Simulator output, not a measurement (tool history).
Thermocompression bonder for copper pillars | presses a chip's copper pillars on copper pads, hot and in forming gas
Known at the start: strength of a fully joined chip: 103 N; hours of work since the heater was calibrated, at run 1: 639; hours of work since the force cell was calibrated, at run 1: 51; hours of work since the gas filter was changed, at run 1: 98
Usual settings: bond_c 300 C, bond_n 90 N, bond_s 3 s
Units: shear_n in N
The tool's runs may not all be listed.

run	hour	bond_c	bond_n	bond_s	hours of work since the heater was calibrated	hours of work since the force cell was calibrated	hours of work since the gas filter was changed	shear_n
1	0.0	300	90	3	639	51	98	52.6
2	36.1	300	90	6	655	67	114	64.8
3	81.2	300	90	6	676	87	134	64.3
4	122.0	300	90	6	694	106	153	63.2
5	180.4	300	90	6	720	132	179	62.8
# hour 203.8: forming gas filter changed
6	264.9	300	63	3	758	169	27	44.5
7	329.3	300	90	3	787	198	56	52.7
8	393.3	300	90	3	815	227	85	52.4
9	460.3	300	90	3	845	257	115	52.3
10	544.1	300	90	3	883	295	153	51.2
11	579.6	300	90	3	899	311	169	50.8
12	614.6	300	90	3	915	326	184	50.6
# hour 628.8: forming gas filter changed
13	695.4	300	90	3	951	362	30	52.8
14	732.0	300	90	3	967	379	46	53.2
15	785.7	300	90	3	991	403	70	52.7
16	842.8	300	90	3	1017	429	96	52.1
17	880.5	300	90	3	1034	445	113	51.4
18	962.3	300	90	3	1071	482	150	51.3
19	1031.4	300	90	3	1102	513	181	50.8
# hour 1052.8: forming gas filter changed
20	1070.2	281	90	6	1119	530	8	57.0
# hour 1078.3: force cell calibrated
21	1134.8	281	90	6	1147	25	36	57.2
22	1184.9	308	80	4	1170	48	59	58.7
23	1222.4	326	85	7	1186	65	75	76.8
24	1270.5	302	56	3	1208	86	97	42.3
25	1353.7	270	56	3	1245	124	134	29.7
26	1415.5	315	64	4	1273	151	162	54.1

Forecast run 27:
# hour 1476.3: forming gas filter changed
# hour 1483.2: heater calibrated with a thermocouple chip
27	1495.0	291	78	6	5	186	7	?

{"run 27": {"shear_n": 61.5}}
Without the tool's hidden state the same run would have given shear_n 60.4 N.
